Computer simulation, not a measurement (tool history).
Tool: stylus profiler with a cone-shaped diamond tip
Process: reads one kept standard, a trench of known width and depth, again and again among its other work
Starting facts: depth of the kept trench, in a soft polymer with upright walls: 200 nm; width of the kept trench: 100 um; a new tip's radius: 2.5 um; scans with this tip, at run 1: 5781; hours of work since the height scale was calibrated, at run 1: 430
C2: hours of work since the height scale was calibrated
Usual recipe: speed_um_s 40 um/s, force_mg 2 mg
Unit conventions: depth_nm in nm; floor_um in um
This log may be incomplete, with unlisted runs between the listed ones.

{"run": 1, "hour": 0.0, "speed_um_s": 40, "force_mg": 2, "scans with this tip": 5781, "C2": 430, "depth_nm": 201.1, "floor_um": 97.45}
{"run": 2, "hour": 15.9, "speed_um_s": 40, "force_mg": 0.85, "scans with this tip": 5923, "C2": 440, "depth_nm": 200.63, "floor_um": 97.39}
{"run": 3, "hour": 29.8, "speed_um_s": 40, "force_mg": 0.85, "scans with this tip": 6048, "C2": 450, "depth_nm": 200.72, "floor_um": 97.44}
{"run": 4, "hour": 52.2, "speed_um_s": 40, "force_mg": 0.85, "scans with this tip": 6248, "C2": 464, "depth_nm": 200.69, "floor_um": 97.41}
{"hour": 54.0, "done": "height scale calibrated on a step standard"}
{"run": 5, "hour": 62.7, "speed_um_s": 40, "force_mg": 4.29, "scans with this tip": 6338, "C2": 6, "depth_nm": 201.86, "floor_um": 97.5}
{"run": 6, "hour": 83.7, "speed_um_s": 40, "force_mg": 4.29, "scans with this tip": 6526, "C2": 20, "depth_nm": 201.84, "floor_um": 97.52}
{"run": 7, "hour": 93.4, "speed_um_s": 40, "force_mg": 2, "scans with this tip": 6613, "C2": 26, "depth_nm": 201.11, "floor_um": 97.46}
{"run": 8, "hour": 115.0, "speed_um_s": 81, "force_mg": 1.34, "scans with this tip": 6807, "C2": 41, "depth_nm": 200.92, "floor_um": 97.23}
{"hour": 120.3, "done": "height scale calibrated on a step standard, once more"}
{"run": 9, "hour": 126.1, "speed_um_s": 81, "force_mg": 1.34, "scans with this tip": 6902, "C2": 4, "depth_nm": 200.79, "floor_um": 97.25}
{"run": 10, "hour": 136.3, "speed_um_s": 81, "force_mg": 1.34, "scans with this tip": 6994, "C2": 11, "depth_nm": 200.73, "floor_um": 97.2}
{"run": 11, "hour": 152.0, "speed_um_s": 91, "force_mg": 1.34, "scans with this tip": 7135, "C2": 21, "depth_nm": 200.84, "floor_um": 97.17}
{"run": 12, "hour": 169.7, "speed_um_s": 21, "force_mg": 1.41, "scans with this tip": 7293, "C2": 33, "depth_nm": 200.77, "floor_um": 97.49}
{"run": 13, "hour": 183.7, "speed_um_s": 40, "force_mg": 1.13, "scans with this tip": 7419, "C2": 42, "depth_nm": 200.72, "floor_um": 97.4}

3 options for the next run, each taken on its own from the tool as it stands now. Forecast them:
{"run": "A", "hour": 204.2, "speed_um_s": 89, "force_mg": 2, "scans with this tip": 7603, "C2": 56, "depth_nm": "?", "floor_um": "?"}
{"run": "B", "hour": 204.2, "speed_um_s": 51, "force_mg": 2.96, "scans with this tip": 7603, "C2": 56, "depth_nm": "?", "floor_um": "?"}
{"run": "C", "hour": 204.2, "speed_um_s": 126, "force_mg": 2.15, "scans with this tip": 7603, "C2": 56, "depth_nm": "?", "floor_um": "?"}

run=A depth_nm=201.09 floor_um=97.19
run=B depth_nm=201.36 floor_um=97.34
run=C depth_nm=201.13 floor_um=97.06
Without the tool's unlogged condition, the same runs would have read:
run=A depth_nm=201.11 floor_um=97.67
run=B depth_nm=201.38 floor_um=97.82
run=C depth_nm=201.15 floor_um=97.54
